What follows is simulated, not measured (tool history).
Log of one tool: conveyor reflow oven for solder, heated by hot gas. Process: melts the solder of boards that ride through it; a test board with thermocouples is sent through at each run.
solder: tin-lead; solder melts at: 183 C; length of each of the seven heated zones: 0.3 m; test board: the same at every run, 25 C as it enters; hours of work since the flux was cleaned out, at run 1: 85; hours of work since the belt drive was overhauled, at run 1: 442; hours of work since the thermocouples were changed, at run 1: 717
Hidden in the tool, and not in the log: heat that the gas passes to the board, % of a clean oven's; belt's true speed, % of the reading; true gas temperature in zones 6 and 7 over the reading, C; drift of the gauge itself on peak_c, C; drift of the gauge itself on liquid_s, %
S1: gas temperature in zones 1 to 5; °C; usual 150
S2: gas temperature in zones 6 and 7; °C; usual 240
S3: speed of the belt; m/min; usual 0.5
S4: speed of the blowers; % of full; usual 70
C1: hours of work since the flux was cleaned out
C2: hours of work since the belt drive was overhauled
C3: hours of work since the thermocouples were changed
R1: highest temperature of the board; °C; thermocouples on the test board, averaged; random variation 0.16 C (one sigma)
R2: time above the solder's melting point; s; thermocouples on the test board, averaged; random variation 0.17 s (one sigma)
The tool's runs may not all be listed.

run   hour   S1   S2     S3  S4   C1   C2   C3     R1    R2
  1      0  150  240    0.5  70   85  442  717  221.8  60.8
  2   23.8  150  234    0.5  70  103  460  735  216.8  57.5
  3   54.7  150  234    0.5  70  126  483  758  216.7  57.6
  4   78.2  150  240    0.5  62  144  501  775  219.8  59.5
  5  113.6  150  240    0.5  70  171  527  802  221.7  60.8
  6  151.9  150  240    0.5  70  199  556  831  221.3  60.6
  7  178.3  150  240    0.5  70  219  576  850  221.5    61
  8  213.4  150  240    0.5  70  245  602  877  221.9  60.7
  9  232.9  150  240    0.5  70  260  617  891  221.9  60.7
     248.2  -- thermocouples of zones 6 and 7 changed
     262.3  -- flux residue cleaned out of gas plates and filters
 10  262.7  164  240  0.434  59    0  634    7  226.1  80.5
 11  290.1  150  242    0.5  70   21  654   28  223.1  61.8
 12  317.7  150  242    0.5  70   42  675   48  223.4  61.8
 13    353  150  242    0.5  70   68  702   75  223.4  61.8
 14  386.7  141  240  0.405  82   93  727  100  228.5  77.2
 15  422.7  150  251    0.5  85  120  754  127  233.9  67.6
 16  454.1  136  246  0.453  61  144  777  151  225.4  64.4
 17  481.4  136  246  0.453  61  164  798  171  225.1  64.4
 18  499.6  163  229  0.453  78  178  812  185  218.7  72.3

Forecast each of these 5 alternatives for the next run:
  A  534.1  150  233  0.553  81  204  837  211   ?   ?
  B  534.1  146  248  0.472  78  204  837  211   ?   ?
  C  534.1  146  246    0.5  70  204  837  211   ?   ?
  D  534.1  150  241  0.448  70  204  837  211   ?   ?
  E  534.1  135  242    0.5  82  204  837  211   ?   ?

run     R1    R2
  A  214.8  50.2
  B  231.2  68.7
  C  225.7  61.9
  D  226.1  70.9
  E    223  56.4
Without the tool's hidden state the same runs would have given:
run     R1    R2
  A  214.8  50.1
  B  231.2  68.7
  C  225.7  61.9
  D  226.1  70.9
  E    223  56.4
